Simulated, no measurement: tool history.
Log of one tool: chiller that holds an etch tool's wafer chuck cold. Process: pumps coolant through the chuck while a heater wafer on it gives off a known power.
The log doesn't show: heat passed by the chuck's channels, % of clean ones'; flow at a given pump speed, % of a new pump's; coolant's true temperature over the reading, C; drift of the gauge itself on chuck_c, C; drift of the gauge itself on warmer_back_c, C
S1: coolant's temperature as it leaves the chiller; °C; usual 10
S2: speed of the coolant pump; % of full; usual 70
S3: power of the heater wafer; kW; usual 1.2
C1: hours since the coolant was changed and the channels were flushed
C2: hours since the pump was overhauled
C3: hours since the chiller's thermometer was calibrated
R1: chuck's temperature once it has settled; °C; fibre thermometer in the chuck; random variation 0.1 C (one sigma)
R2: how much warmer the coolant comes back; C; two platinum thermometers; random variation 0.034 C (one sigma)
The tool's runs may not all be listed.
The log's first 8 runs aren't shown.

{"run": 9, "hour": 1088.7, "S1": 10, "S2": 83, "S3": 1.2, "C1": 3367, "C2": 1946, "C3": 1535, "R1": 23.2, "R2": 4.47}
{"run": 10, "hour": 1225.2, "S1": 10, "S2": 83, "S3": 1.2, "C1": 3503, "C2": 2083, "C3": 1671, "R1": 23.4, "R2": 4.5}
{"run": 11, "hour": 1343.0, "S1": 10, "S2": 83, "S3": 1.2, "C1": 3621, "C2": 2200, "C3": 1789, "R1": 23.4, "R2": 4.48}
{"run": 12, "hour": 1415.7, "S1": 1, "S2": 70, "S3": 1.2, "C1": 3694, "C2": 2273, "C3": 1862, "R1": 16.1, "R2": 5.37}
{"run": 13, "hour": 1563.9, "S1": 1, "S2": 70, "S3": 1.2, "C1": 3842, "C2": 2421, "C3": 2010, "R1": 16, "R2": 5.44}
{"run": 14, "hour": 1721.4, "S1": 1, "S2": 70, "S3": 1.2, "C1": 4000, "C2": 2579, "C3": 2167, "R1": 16.2, "R2": 5.4}
{"run": 15, "hour": 1827.0, "S1": 10, "S2": 70, "S3": 1.2, "C1": 4105, "C2": 2684, "C3": 2273, "R1": 25.3, "R2": 5.45}
{"run": 16, "hour": 1928.1, "S1": 10, "S2": 70, "S3": 1.2, "C1": 4206, "C2": 2785, "C3": 2374, "R1": 25.3, "R2": 5.51}
{"hour": 2032.1, "done": "coolant changed, channels flushed"}
{"run": 17, "hour": 2071.8, "S1": 10, "S2": 70, "S3": 1.2, "C1": 40, "C2": 2923, "C3": 2512, "R1": 23.4, "R2": 5.42}
{"run": 18, "hour": 2238.6, "S1": 1, "S2": 68, "S3": 1.2, "C1": 207, "C2": 3090, "C3": 2679, "R1": 14.8, "R2": 5.69}
{"run": 19, "hour": 2340.1, "S1": 1, "S2": 80, "S3": 1.2, "C1": 308, "C2": 3191, "C3": 2780, "R1": 13.5, "R2": 4.7}
{"run": 20, "hour": 2456.2, "S1": 14, "S2": 67, "S3": 1.2, "C1": 424, "C2": 3307, "C3": 2896, "R1": 28, "R2": 5.75}
{"hour": 2544.0, "done": "chiller's thermometer calibrated"}
{"run": 21, "hour": 2597.5, "S1": 1, "S2": 70, "S3": 1.2, "C1": 564, "C2": 3448, "C3": 54, "R1": 15, "R2": 5.58}
{"run": 22, "hour": 2666.7, "S1": 11, "S2": 70, "S3": 1.744, "C1": 634, "C2": 3517, "C3": 123, "R1": 31.3, "R2": 8}
{"run": 23, "hour": 2815.0, "S1": 11, "S2": 70, "S3": 1.744, "C1": 782, "C2": 3665, "C3": 271, "R1": 31.4, "R2": 8.08}
{"run": 24, "hour": 2945.4, "S1": 10, "S2": 84, "S3": 1.2, "C1": 912, "C2": 3796, "C3": 401, "R1": 22.5, "R2": 4.58}
{"run": 25, "hour": 3088.9, "S1": 10, "S2": 69, "S3": 1.245, "C1": 1056, "C2": 3939, "C3": 545, "R1": 24.6, "R2": 5.91}
{"run": 26, "hour": 3254.7, "S1": 12, "S2": 70, "S3": 1.473, "C1": 1222, "C2": 4105, "C3": 711, "R1": 29.4, "R2": 6.91}
{"run": 27, "hour": 3425.0, "S1": 10, "S2": 66, "S3": 1.2, "C1": 1392, "C2": 4275, "C3": 881, "R1": 24.8, "R2": 6}
{"run": 28, "hour": 3597.1, "S1": 10, "S2": 66, "S3": 1.2, "C1": 1564, "C2": 4447, "C3": 1053, "R1": 24.9, "R2": 6.02}
{"run": 29, "hour": 3744.0, "S1": 11, "S2": 61, "S3": 1.529, "C1": 1711, "C2": 4594, "C3": 1200, "R1": 31.1, "R2": 8.3}
{"run": 30, "hour": 3820.7, "S1": 18, "S2": 85, "S3": 0.687, "C1": 1788, "C2": 4671, "C3": 1277, "R1": 25.1, "R2": 2.71}
{"run": 31, "hour": 3964.2, "S1": 18, "S2": 85, "S3": 0.687, "C1": 1931, "C2": 4814, "C3": 1420, "R1": 25.4, "R2": 2.67}

Forecast each of these 5 alternatives for the next run:
{"run": "A", "hour": 4058.7, "S1": 2, "S2": 70, "S3": 1.2, "C1": 2026, "C2": 4909, "C3": 1515, "R1": "?", "R2": "?"}
{"run": "B", "hour": 4058.7, "S1": 13, "S2": 70, "S3": 0.952, "C1": 2026, "C2": 4909, "C3": 1515, "R1": "?", "R2": "?"}
{"run": "C", "hour": 4058.7, "S1": 6, "S2": 68, "S3": 0.687, "C1": 2026, "C2": 4909, "C3": 1515, "R1": "?", "R2": "?"}
{"run": "D", "hour": 4058.7, "S1": 8, "S2": 94, "S3": 0.961, "C1": 2026, "C2": 4909, "C3": 1515, "R1": "?", "R2": "?"}
{"run": "E", "hour": 4058.7, "S1": 14, "S2": 78, "S3": 0.687, "C1": 2026, "C2": 4909, "C3": 1515, "R1": "?", "R2": "?"}

run=A R1=16.5 R2=5.63
run=B R1=24.6 R2=4.52
run=C R1=14.4 R2=3.33
run=D R1=17.8 R2=3.35
run=E R1=21.6 R2=2.86
Without the tool's hidden state the same runs would have given:
run=A R1=15.1 R2=5.09
run=B R1=23.5 R2=4.08
run=C R1=13.7 R2=3.01
run=D R1=16.9 R2=3.03
run=E R1=21 R2=2.58
